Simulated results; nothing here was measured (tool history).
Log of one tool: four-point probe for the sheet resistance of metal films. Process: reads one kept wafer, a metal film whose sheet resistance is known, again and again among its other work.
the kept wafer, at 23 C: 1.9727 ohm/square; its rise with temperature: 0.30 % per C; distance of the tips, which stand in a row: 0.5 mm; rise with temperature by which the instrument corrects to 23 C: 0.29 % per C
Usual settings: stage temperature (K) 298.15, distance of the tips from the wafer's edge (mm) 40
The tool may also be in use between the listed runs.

run	day	stage temperature (K)	distance of the tips from the wafer's edge (mm)	sheet resistance as the instrument gives it (ohm/square)
1	0	298.15	40	1.971873
2	1.058	298.15	40	1.972588
3	2.138	298.15	40	1.971836
4	4.246	298.15	40	1.972743
5	5.508	298.15	40	1.972661
6	7.383	298.15	40	1.97279
7	9.033	298.15	40	1.972869
8	11.267	298.15	40	1.972559
9	13.292	298.15	40	1.972534
10	15.596	297.15	32	1.972701
# day 15.742: stage's thermometer calibrated
11	17.033	292.15	15	1.973296
12	18.196	301.15	32	1.973531
13	19.196	292.15	18	1.972647
14	20.667	296.15	26	1.972938
15	22.188	293.15	3	2.001379
16	24.454	302.15	4	1.990775
# day 25.421: stage's thermometer calibrated, once more
17	26.6	302.15	16	1.974812

4 ways to go on from here, each from the tool as it stands after run 17. What would each give?
A	28.738	298.15	5	?
B	28.738	298.15	6	?
C	28.738	293.15	22	?
D	28.738	305.15	10	?

run	sheet resistance as the instrument gives it (ohm/square)
A	1.982794
B	1.979764
C	1.97106
D	1.977088
Without the tool's hidden state the same runs would have given:
run	sheet resistance as the instrument gives it (ohm/square)
A	1.983643
B	1.980612
C	1.971903
D	1.977935
